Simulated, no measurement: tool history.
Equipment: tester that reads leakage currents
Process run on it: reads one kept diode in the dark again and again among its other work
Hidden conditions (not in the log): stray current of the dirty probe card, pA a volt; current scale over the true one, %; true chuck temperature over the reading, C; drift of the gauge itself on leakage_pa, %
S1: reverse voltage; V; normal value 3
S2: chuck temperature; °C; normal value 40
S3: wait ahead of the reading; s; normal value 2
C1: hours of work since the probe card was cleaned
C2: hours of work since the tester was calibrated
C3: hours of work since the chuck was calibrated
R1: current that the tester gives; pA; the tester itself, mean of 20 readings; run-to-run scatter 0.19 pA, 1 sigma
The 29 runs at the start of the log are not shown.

| run | hour | S1 | S2 | S3 | C1 | C2 | C3 | R1 |
|---|---|---|---|---|---|---|---|---|
|  | 1296.4 | chuck's temperature calibrated |
| 30 | 1322.1 | 11.71 | 21 | 2 | 1054 | 2213 | 16 | 47.88 |
| 31 | 1373.6 | 4.52 | 22 | 2 | 1086 | 2245 | 48 | 27.39 |
| 32 | 1430.7 | 2.09 | 22 | 4.67 | 1121 | 2281 | 83 | 17.48 |
| 33 | 1473.8 | 2.09 | 22 | 4.67 | 1148 | 2308 | 110 | 17.56 |
| 34 | 1509.9 | 2.09 | 22 | 4.67 | 1171 | 2330 | 133 | 17.62 |
| 35 | 1564.1 | 4.62 | 51 | 9.6 | 1204 | 2364 | 166 | 163.53 |
| 36 | 1590.5 | 4.62 | 51 | 9.6 | 1221 | 2380 | 183 | 163.5 |
| 37 | 1632.9 | 6.92 | 33 | 1.4 | 1247 | 2406 | 209 | 66.69 |
| 38 | 1689.3 | 6.92 | 33 | 0.72 | 1282 | 2441 | 244 | 68.34 |
| 39 | 1748.1 | 6.92 | 33 | 0.72 | 1319 | 2478 | 280 | 68.9 |
| 40 | 1773.4 | 6.92 | 33 | 0.72 | 1334 | 2494 | 296 | 68.98 |
| 41 | 1832.6 | 6.92 | 33 | 0.72 | 1371 | 2530 | 333 | 69.3 |

Each row is a separate what-if for the run after 41, all from the same tool condition, not one after another. Results?
| A | 1889.7 | 3 | 40 | 5.65 | 1406 | 2566 | 368 | ? |
| B | 1889.7 | 1.16 | 34 | 8.24 | 1406 | 2566 | 368 | ? |
| C | 1889.7 | 3 | 40 | 3.17 | 1406 | 2566 | 368 | ? |

| run | R1 |
|---|---|
| A | 66.76 |
| B | 28.77 |
| C | 66.58 |
Take away the tool's hidden state, keep each run's random variation, and the runs would have read:
| run | R1 |
|---|---|
| A | 62.23 |
| B | 27.17 |
| C | 62.06 |

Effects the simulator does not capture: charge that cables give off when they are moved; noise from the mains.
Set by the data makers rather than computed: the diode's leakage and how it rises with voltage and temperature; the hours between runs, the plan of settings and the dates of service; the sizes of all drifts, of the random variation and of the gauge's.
